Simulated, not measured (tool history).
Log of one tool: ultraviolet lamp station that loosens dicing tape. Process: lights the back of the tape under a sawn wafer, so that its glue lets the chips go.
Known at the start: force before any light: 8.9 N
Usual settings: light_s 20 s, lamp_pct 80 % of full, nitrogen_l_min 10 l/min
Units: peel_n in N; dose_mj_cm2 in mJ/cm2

run   hour  light_s  lamp_pct  nitrogen_l_min  peel_n  dose_mj_cm2
  1    0.0       20        80              10   1.846          304
      18.3  -- window cleaned of glue's vapour
  2   24.9       20        80              10   1.970          288
  3   52.3       20        80              10   1.929          294
  4   74.6       20        80              10   1.990          292
  5  102.8       20        80              10   2.004          284
     129.4  -- lamp changed
  6  129.8       20        80              10   1.151          406
  7  162.0       20        80              10   1.191          399
  8  182.7       20        85              10   1.067          424
     196.4  -- window cleaned of glue's vapour, once more
  9  205.4       20        85              10   0.890          467
 10  219.7       20        85              10   0.921          461
 11  247.8       20        80              10   0.993          432
 12  266.3       20        80               3   1.690          429
 13  297.9       20        80              10   1.072          420
 14  331.7       20        80              10   1.074          422
 15  354.1       22        86               5   1.066          491
 16  368.7       22        86              11   0.795          493
 17  395.7       20        82               8   1.139          419
 18  419.9       15        71              10   2.294          268
 19  435.9       28        80              10   0.582          565
 20  461.4       28        80              10   0.610          562
 21  486.9       25        63              11   1.203          391
 22  512.1       32        80              10   0.482          631
 23  538.2       19        67               6   2.112          313
 24  568.3       19        67               6   2.146          306
 25  590.7       30        98               5   0.522          704

5 ways to go on from here, each from the tool as it stands after run 25. What would each give?
  A  622.9       32        61               8       ?            ?
  B  622.9       39        70               7       ?            ?
  C  622.9       21        98               9       ?            ?
  D  622.9       34        98               5       ?            ?
  E  622.9       24        98               5       ?            ?

run  peel_n  dose_mj_cm2
  A   0.986          459
  B   0.532          642
  C   0.845          482
  D   0.420          786
  E   0.849          551
Without the tool's hidden state the same runs would have given:
run  peel_n  dose_mj_cm2
  A   0.693          548
  B   0.375          767
  C   0.588          576
  D   0.310          938
  E   0.592          658
